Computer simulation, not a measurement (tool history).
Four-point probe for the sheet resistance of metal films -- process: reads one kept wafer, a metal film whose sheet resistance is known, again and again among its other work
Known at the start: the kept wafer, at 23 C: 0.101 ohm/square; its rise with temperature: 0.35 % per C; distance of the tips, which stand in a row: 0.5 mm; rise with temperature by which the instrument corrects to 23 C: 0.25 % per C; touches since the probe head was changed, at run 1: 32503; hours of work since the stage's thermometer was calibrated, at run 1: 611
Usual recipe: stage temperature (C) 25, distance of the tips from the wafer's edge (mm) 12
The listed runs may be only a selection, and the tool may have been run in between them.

run,day,stage temperature (C),distance of the tips from the wafer's edge (mm),touches since the probe head was changed,hours of work since the stage's thermometer was calibrated,sheet resistance as the instrument gives it (ohm/square)
1,0.000,25,12,32503,611,0.100982
2,1.262,26,12,34335,634,0.101079
3,1.925,26,12,35301,646,0.101064
4,3.029,26,12,36904,667,0.101074
5,4.333,25,12,38800,691,0.100957
6,4.929,25,12,39667,702,0.100957
7,5.954,25,12,41159,721,0.100932
8,6.779,25,12,42352,736,0.101042
9,7.671,25,7,43649,752,0.101141
10,8.379,25,7,44679,765,0.101153
11,9.238,25,33,45928,781,0.100857
12,9.788,25,12,46726,791,0.100942
13,10.512,25,12,47780,805,0.100962
14,11.317,19,29,48950,819,0.100309
15,11.954,18,5,49874,831,0.100745
16,12.500,29,5,50667,841,0.101778
17,13.592,29,5,52253,861,0.101784
18,14.129,29,5,53037,871,0.101820
19,15.433,31,12,54929,895,0.101557
20,16.250,31,12,56121,910,0.101532
21,16.879,19,13,57034,922,0.100333
22,17.854,19,13,58448,940,0.100341
23,19.158,35,13,60347,964,0.101826
24,20.400,35,13,62152,987,0.101861
25,21.571,31,12,63850,1008,0.101522

What if the next run were any one of these 4? Each begins from the tool's condition after run 25:
A,22.292,31,9,64897,1022,?
B,22.292,27,34,64897,1022,?
C,22.292,20,9,64897,1022,?
D,22.292,20,12,64897,1022,?

run,sheet resistance as the instrument gives it (ohm/square)
A,0.101608
B,0.101067
C,0.100519
D,0.100444
Take away the tool's hidden state, keep each run's random variation, and the runs would have read:
run,sheet resistance as the instrument gives it (ohm/square)
A,0.101974
B,0.101429
C,0.100875
D,0.100800
